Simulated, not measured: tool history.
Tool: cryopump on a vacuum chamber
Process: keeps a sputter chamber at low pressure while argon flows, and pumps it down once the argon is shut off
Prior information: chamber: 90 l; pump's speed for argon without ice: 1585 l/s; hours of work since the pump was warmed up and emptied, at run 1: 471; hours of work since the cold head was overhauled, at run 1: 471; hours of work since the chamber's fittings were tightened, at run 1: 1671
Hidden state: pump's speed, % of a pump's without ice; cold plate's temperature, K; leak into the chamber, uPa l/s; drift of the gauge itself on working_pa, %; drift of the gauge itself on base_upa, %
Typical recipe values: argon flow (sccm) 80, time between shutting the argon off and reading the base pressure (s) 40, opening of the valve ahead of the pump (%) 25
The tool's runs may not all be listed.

| run | hour | argon flow (sccm) | time between shutting the argon off and reading the base pressure (s) | opening of the valve ahead of the pump (%) | hours of work since the pump was warmed up and emptied | hours of work since the cold head was overhauled | hours of work since the chamber's fittings were tightened | pressure while argon flows (Pa) | pressure after the wait (uPa) |
|---|---|---|---|---|---|---|---|---|---|
| 1 | 0.0 | 80 | 40 | 25 | 471 | 471 | 1671 | 0.3484 | 3.07 |
| 2 | 45.5 | 80 | 246 | 25 | 490 | 490 | 1691 | 0.3477 | 1.90 |
| 3 | 89.2 | 80 | 246 | 25 | 509 | 509 | 1710 | 0.3503 | 1.98 |
| 4 | 117.1 | 80 | 246 | 25 | 522 | 522 | 1722 | 0.3472 | 1.99 |
| 5 | 163.3 | 80 | 30 | 25 | 542 | 542 | 1742 | 0.3517 | 3.65 |
| 6 | 185.1 | 80 | 30 | 25 | 551 | 551 | 1752 | 0.3513 | 3.75 |
| 7 | 225.4 | 91 | 40 | 25 | 569 | 569 | 1769 | 0.3976 | 3.23 |
| 8 | 257.1 | 91 | 40 | 25 | 583 | 583 | 1783 | 0.3978 | 3.22 |
| 9 | 299.9 | 80 | 274 | 25 | 602 | 602 | 1802 | 0.3508 | 2.10 |
| 10 | 319.3 | 80 | 29 | 25 | 610 | 610 | 1810 | 0.3529 | 3.64 |
| 11 | 353.8 | 44 | 40 | 25 | 625 | 625 | 1825 | 0.1956 | 3.19 |
| 12 | 385.5 | 44 | 40 | 42 | 639 | 639 | 1839 | 0.1171 | 3.37 |
| 13 | 427.5 | 44 | 40 | 42 | 657 | 657 | 1857 | 0.1177 | 3.38 |
| 14 | 466.5 | 91 | 45 | 43 | 674 | 674 | 1874 | 0.2392 | 3.16 |
| 15 | 491.1 | 61 | 45 | 35 | 685 | 685 | 1885 | 0.1948 | 3.19 |
| 16 | 532.7 | 60 | 40 | 17 | 703 | 703 | 1903 | 0.3846 | 3.34 |
| 17 | 551.7 | 60 | 40 | 17 | 712 | 712 | 1912 | 0.3865 | 3.35 |
| 18 | 595.6 | 60 | 40 | 17 | 731 | 731 | 1931 | 0.3847 | 3.52 |
| 19 | 633.5 | 56 | 26 | 25 | 747 | 747 | 1947 | 0.2475 | 4.33 |
| 20 | 676.5 | 136 | 287 | 25 | 766 | 766 | 1966 | 0.6040 | 2.20 |
| 21 | 695.7 | 58 | 20 | 19 | 775 | 775 | 1975 | 0.3347 | 4.95 |
| 22 | 721.1 | 73 | 49 | 24 | 786 | 786 | 1986 | 0.3349 | 3.25 |
| 23 | 744.0 | 73 | 49 | 24 | 796 | 796 | 1996 | 0.3387 | 3.26 |
| 24 | 771.7 | 91 | 178 | 17 | 808 | 808 | 2008 | 0.5896 | 2.40 |

Branching from run 24: 3 alternative next runs. What would each branch give?
| A | 800.7 | 58 | 70 | 17 | 820 | 820 | 2021 | ? | ? |
| B | 800.7 | 91 | 178 | 37 | 820 | 820 | 2021 | ? | ? |
| C | 800.7 | 99 | 178 | 17 | 820 | 820 | 2021 | ? | ? |

| run | pressure while argon flows (Pa) | pressure after the wait (uPa) |
|---|---|---|
| A | 0.3727 | 2.96 |
| B | 0.2800 | 2.45 |
| C | 0.6415 | 2.41 |
The same runs, with their run-to-run variation unchanged, on a tool lacking any hidden condition would have given:
| run | pressure while argon flows (Pa) | pressure after the wait (uPa) |
|---|---|---|
| A | 0.3623 | 1.02 |
| B | 0.2636 | 0.49 |
| C | 0.6236 | 0.49 |
